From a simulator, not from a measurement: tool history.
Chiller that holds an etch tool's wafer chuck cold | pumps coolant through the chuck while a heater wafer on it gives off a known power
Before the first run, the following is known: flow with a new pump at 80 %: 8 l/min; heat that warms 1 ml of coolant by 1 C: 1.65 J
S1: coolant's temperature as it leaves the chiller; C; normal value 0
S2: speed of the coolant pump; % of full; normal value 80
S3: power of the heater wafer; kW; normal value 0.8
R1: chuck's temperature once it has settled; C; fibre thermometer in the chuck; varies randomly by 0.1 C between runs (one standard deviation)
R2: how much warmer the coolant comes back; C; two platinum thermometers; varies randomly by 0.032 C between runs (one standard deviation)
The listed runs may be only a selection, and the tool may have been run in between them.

Run 1, hour 0: usual settings. Result: R1 7.7 C, R2 3.79 C.
Run 2, hour 18.4: usual settings but S2 78 % of full. Result: R1 8.1 C, R2 3.82 C.
Run 3, hour 39.3: usual settings. Result: R1 7.7 C, R2 3.76 C.
Run 4, hour 65.6: usual settings. Result: R1 8 C, R2 3.74 C.
Run 5, hour 80.9: usual settings but S2 75 % of full. Result: R1 8.4 C, R2 4.11 C.
Run 6, hour 102: usual settings but S2 75 % of full. Result: R1 8.3 C, R2 4.09 C.
Run 7, hour 119.4: usual settings but S2 75 % of full. Result: R1 8.4 C, R2 4.02 C.
Run 8, hour 140.9: usual settings. Result: R1 7.9 C, R2 3.8 C.
Run 9, hour 157: usual settings. Result: R1 7.9 C, R2 3.79 C.
Run 10, hour 187.5: usual settings. Result: R1 7.9 C, R2 3.77 C.
Run 11, hour 203.4: usual settings. Result: R1 8 C, R2 3.79 C.
Run 12, hour 220.7: usual settings but S3 0.898 kW. Result: R1 9 C, R2 4.35 C.
Run 13, hour 237.7: usual settings but S2 70 % of full, S3 0.898 kW. Result: R1 10 C, R2 4.92 C.
Run 14, hour 259.3: usual settings but S2 70 % of full, S3 0.898 kW. Result: R1 9.9 C, R2 4.88 C.
Run 15, hour 283.5: usual settings but S2 70 % of full, S3 0.898 kW. Result: R1 10.2 C, R2 4.93 C.
Run 16, hour 314.8: usual settings but S2 67 % of full. Result: R1 9.7 C, R2 4.58 C.
Run 17, hour 347.9: usual settings but S1 -9 C, S2 73 % of full, S3 0.499 kW. Result: R1 -3.4 C, R2 2.61 C.
Run 18, hour 363.4: usual settings but S1 -3 C, S2 77 % of full, S3 0.407 kW. Result: R1 1.2 C, R2 2.04 C.
Run 19, hour 379.8: usual settings but S1 -3 C, S2 77 % of full, S3 0.407 kW. Result: R1 1.3 C, R2 2 C.
Run 20, hour 406.7: usual settings but S1 3 C, S2 73 % of full, S3 0.513 kW. Result: R1 8.7 C, R2 2.68 C.
Run 21, hour 435: usual settings. Result: R1 8.1 C, R2 3.76 C.
Run 22, hour 458.5: usual settings. Result: R1 8.1 C, R2 3.8 C.
Run 23, hour 484.1: usual settings but S1 -8 C. Result: R1 0 C, R2 3.87 C.
Run 24, hour 502.8: usual settings but S1 -8 C. Result: R1 0.2 C, R2 3.83 C.
Run 25, hour 534.7: usual settings but S1 -1 C, S2 86 % of full, S3 0.787 kW. Result: R1 6.5 C, R2 3.52 C.
Run 26, hour 553.4: usual settings but S1 -1 C, S2 99 % of full, S3 0.449 kW. Result: R1 2.8 C, R2 1.74 C.
Run 27, hour 573.8: usual settings but S1 -9 C, S2 61 % of full. Result: R1 1.5 C, R2 5.11 C.
Run 28, hour 596: usual settings but S1 -9 C, S2 61 % of full. Result: R1 1.5 C, R2 5.05 C.
Run 29, hour 627.1: usual settings but S1 -9 C, S2 61 % of full. Result: R1 1.5 C, R2 5.09 C.
Run 30, hour 644.9: usual settings but S1 -9 C, S2 61 % of full. Result: R1 1.6 C, R2 5.16 C.
Run 31, hour 672.4: usual settings but S1 -9 C, S2 61 % of full. Result: R1 1.5 C, R2 5.11 C.

Results per run with the tool's hidden condition removed, run-to-run variation unchanged:
The tool's hidden condition here consists of: heat passed by the chuck's channels, % of clean ones'; flow at a given pump speed, % of a new pump's; coolant's true temperature over the reading, C; drift of the gauge itself on chuck_c, C; drift of the gauge itself on warmer_back_c, C.
run    R1    R2
  1   7.1  3.65
  2   7.4  3.67
  3     7  3.62
  4   7.3   3.6
  5   7.6  3.95
  6   7.6  3.93
  7   7.7  3.86
  8   7.1  3.64
  9   7.2  3.63
 10   7.2  3.61
 11   7.3  3.63
 12   8.2  4.16
 13     9  4.71
 14     9  4.67
 15   9.2  4.71
 16   8.7  4.37
 17    -4  2.48
 18   0.7  1.94
 19   0.8   1.9
 20   8.1  2.54
 21   7.2  3.57
 22   7.2  3.61
 23  -0.9  3.67
 24  -0.7  3.64
 25   5.6  3.33
 26   2.3  1.64
 27   0.4  4.84
 28   0.3  4.78
 29   0.3  4.81
 30   0.4  4.88
 31   0.2  4.83
